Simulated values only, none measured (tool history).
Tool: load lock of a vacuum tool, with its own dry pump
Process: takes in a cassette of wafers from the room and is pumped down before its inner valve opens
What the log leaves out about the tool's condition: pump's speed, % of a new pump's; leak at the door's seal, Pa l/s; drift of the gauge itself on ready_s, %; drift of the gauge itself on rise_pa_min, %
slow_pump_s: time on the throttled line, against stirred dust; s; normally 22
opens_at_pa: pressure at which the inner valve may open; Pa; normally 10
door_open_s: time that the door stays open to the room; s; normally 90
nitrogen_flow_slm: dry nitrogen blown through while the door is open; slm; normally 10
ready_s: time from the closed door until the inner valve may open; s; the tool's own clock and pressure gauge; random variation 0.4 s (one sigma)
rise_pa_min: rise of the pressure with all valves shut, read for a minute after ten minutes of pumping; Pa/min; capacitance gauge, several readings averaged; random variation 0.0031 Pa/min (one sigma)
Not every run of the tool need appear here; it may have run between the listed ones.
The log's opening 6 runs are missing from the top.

run    hour  slow_pump_s  opens_at_pa  door_open_s  nitrogen_flow_slm  hours that the pump has run since its overhaul  times that the door has closed on its seal  incoming humidity of the room's air, %  ready_s  rise_pa_min
  7   674.4           22           10           28                 10                                             527                                        5131                                    43.1     44.3        0.063
  8   767.2           22           10           90                 18                                             620                                        5421                                    45.4     43.2        0.071
  9   852.7           22           10           90                 10                                             705                                        5688                                    40.9     43.7        0.085
 10   923.2           22           10           90                 10                                             776                                        5908                                    46.7     43.8        0.096
 11  1032.6           22           10           90                 10                                             885                                        6249                                    44.6     44.6        0.093
 12  1119.9           22           10           90                 10                                             973                                        6522                                    45.5     44.4        0.097
 13  1226.7           22           10           90                 10                                            1079                                        6855                                    43.2     43.6        0.091
 14  1321.5           22           10           90                  4                                            1174                                        7151                                    42.8     43.2        0.109
 15  1401.2           22           10           90                  4                                            1254                                        7400                                    44.3     43.3        0.116
 16  1539.6           22           10           90                  4                                            1392                                        7832                                    46.3     43.7        0.125
 17  1660.8           22           10           90                 10                                            1513                                        8210                                    40.9     43.8        0.099
 18  1781.7           22           10           90                  5                                            1634                                        8587                                    44.2     43.6        0.113
 19  1914.7           22           10          161                 10                                            1767                                        9002                                    46.4     43.9        0.124
 20  2004.7           22           10           90                 13                                            1857                                        9283                                    42.8     43.6        0.096
 21  2146.5           13           15          210                 13                                            1999                                        9725                                    44.5     35.3        0.117
 22  2211.6           13           15          210                 13                                            2064                                        9929                                    45.7     35.4        0.124
 23  2350.6           25           10           51                 14                                            2203                                       10362                                    47.8     46.5        0.097
 24  2450.3           12           19           51                 39                                            2303                                       10674                                    44.9     34.3        0.073
 25  2534.9           12           19           51                 39                                            2388                                       10938                                      44     34.3        0.071
 26  2664.9           12           19           51                 39                                            2518                                       11343                                    45.2     34.2        0.072
 27  2731.3           34           19           51                 39                                            2584                                       11550                                    42.7     51.9        0.074
 28  2811.6           22            9           90                  8                                            2664                                       11801                                    45.1       45        0.115
 29  2942.9           22           13           90                 10                                            2796                                       12211                                    44.6     43.8        0.116
 30  3061.6           22            8          117                 10                                            2914                                       12581                                    45.7     44.9        0.132
 31  3192.7           22           16           90                  5                                            3045                                       12990                                      46     42.8        0.137

Forecast run 32:
 32  3324.1           29           18           90                 10                                            3177                                       13400                                    40.2        ?            ?

For run 32 the tool returned ready_s 48.5 s, rise_pa_min 0.119 Pa/min.
If the tool had no hidden condition, the same run with the same run-to-run variation would have returned ready_s 47.5 s, rise_pa_min 0.071 Pa/min.
